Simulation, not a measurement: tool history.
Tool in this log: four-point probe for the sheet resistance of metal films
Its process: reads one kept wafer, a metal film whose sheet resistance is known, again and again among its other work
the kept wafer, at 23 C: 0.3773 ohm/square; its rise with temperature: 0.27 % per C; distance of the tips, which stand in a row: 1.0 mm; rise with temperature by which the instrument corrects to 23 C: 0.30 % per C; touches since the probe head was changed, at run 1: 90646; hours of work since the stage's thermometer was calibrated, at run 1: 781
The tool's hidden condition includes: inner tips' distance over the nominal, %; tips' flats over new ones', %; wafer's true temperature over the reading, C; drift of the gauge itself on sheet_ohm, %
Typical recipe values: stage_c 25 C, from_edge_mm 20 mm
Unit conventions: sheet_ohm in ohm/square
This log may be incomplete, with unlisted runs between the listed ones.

run,hour,stage_c,from_edge_mm,touches since the probe head was changed,hours of work since the stage's thermometer was calibrated,sheet_ohm
1,0,25,20,90646,781,0.377708
2,44,22,20,92184,802,0.377943
3,96.8,22,20,94031,827,0.378076
4,142,25,20,95615,849,0.377565
5,226.2,25,20,98559,890,0.377674
6,287.9,25,70,100718,920,0.377195
7,361,33,3,103276,955,0.397493
# hour 417.8: new probe head fitted
8,417.8,25,4,1,982,0.38945
9,497.5,25,6,2788,1021,0.382752
10,542.8,25,6,4373,1043,0.382675

Run 11 has not been measured yet. What should we expect?
11,622.1,25,6,7147,1081,?

{"run 11": {"sheet_ohm": 0.382476}}
With no hidden state in the tool, this same run would have given sheet_ohm 0.382445 ohm/square.
